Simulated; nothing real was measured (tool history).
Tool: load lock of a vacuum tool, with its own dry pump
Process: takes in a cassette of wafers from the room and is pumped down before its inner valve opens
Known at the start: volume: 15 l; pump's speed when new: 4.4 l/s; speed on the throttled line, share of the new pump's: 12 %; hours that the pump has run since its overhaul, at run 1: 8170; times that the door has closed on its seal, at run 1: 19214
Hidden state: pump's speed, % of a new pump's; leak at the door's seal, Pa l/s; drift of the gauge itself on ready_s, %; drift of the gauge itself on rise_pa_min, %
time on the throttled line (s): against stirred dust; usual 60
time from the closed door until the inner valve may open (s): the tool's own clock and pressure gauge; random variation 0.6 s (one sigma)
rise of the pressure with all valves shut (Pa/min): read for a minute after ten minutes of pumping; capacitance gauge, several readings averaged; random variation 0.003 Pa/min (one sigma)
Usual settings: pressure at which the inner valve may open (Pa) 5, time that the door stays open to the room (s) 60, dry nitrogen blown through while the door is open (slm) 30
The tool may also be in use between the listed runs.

run    hour  time on the throttled line (s)  pressure at which the inner valve may open (Pa)  time that the door stays open to the room (s)  dry nitrogen blown through while the door is open (slm)  hours that the pump has run since its overhaul  times that the door has closed on its seal  incoming humidity of the room's air, %  time from the closed door until the inner valve may open (s)  rise of the pressure with all valves shut (Pa/min)
  1     0.0                              60                                                5                                             60                                                       30                                            8170                                       19214                                    45.9                                                          89.2                                               0.225
  2   120.6                              60                                                5                                             60                                                       30                                            8291                                       19601                                    41.0                                                          90.0                                               0.236
  3   256.8                              60                                                5                                             60                                                       30                                            8427                                       20038                                    45.3                                                          89.7                                               0.245
      444.4  -- door's seal changed, seat wiped
  4   457.5                              60                                                5                                             60                                                       30                                            8626                                          42                                    42.9                                                          89.1                                               0.024
  5   633.7                              35                                                5                                             60                                                       30                                            8802                                         607                                    44.9                                                          67.0                                               0.028
  6   787.5                              60                                                5                                             60                                                       30                                            8956                                        1100                                    45.4                                                          88.3                                               0.030
  7   973.1                              60                                                5                                             60                                                       30                                            9141                                        1695                                    40.5                                                          89.5                                               0.029
  8  1145.0                             115                                                5                                             33                                                        5                                            9313                                        2247                                    42.6                                                         138.1                                               0.061
  9  1233.4                              60                                                6                                            194                                                       24                                            9402                                        2530                                    42.0                                                          88.5                                               0.064
 10  1365.8                              60                                                6                                            194                                                       24                                            9534                                        2955                                    45.3                                                          88.8                                               0.067
 11  1455.0                              60                                                6                                            194                                                       24                                            9623                                        3241                                    43.9                                                          88.4                                               0.062

Run 12 comes next. What will it give?
 12  1569.5                              60                                                7                                            182                                                       30                                            9738                                        3608                                    45.5                                                             ?                                                   ?

time from the closed door until the inner valve may open (s): 87.8
rise of the pressure with all valves shut (Pa/min): 0.057
Without the tool's hidden state the same run would have given time from the closed door until the inner valve may open (s) 85.8, rise of the pressure with all valves shut (Pa/min) 0.039.

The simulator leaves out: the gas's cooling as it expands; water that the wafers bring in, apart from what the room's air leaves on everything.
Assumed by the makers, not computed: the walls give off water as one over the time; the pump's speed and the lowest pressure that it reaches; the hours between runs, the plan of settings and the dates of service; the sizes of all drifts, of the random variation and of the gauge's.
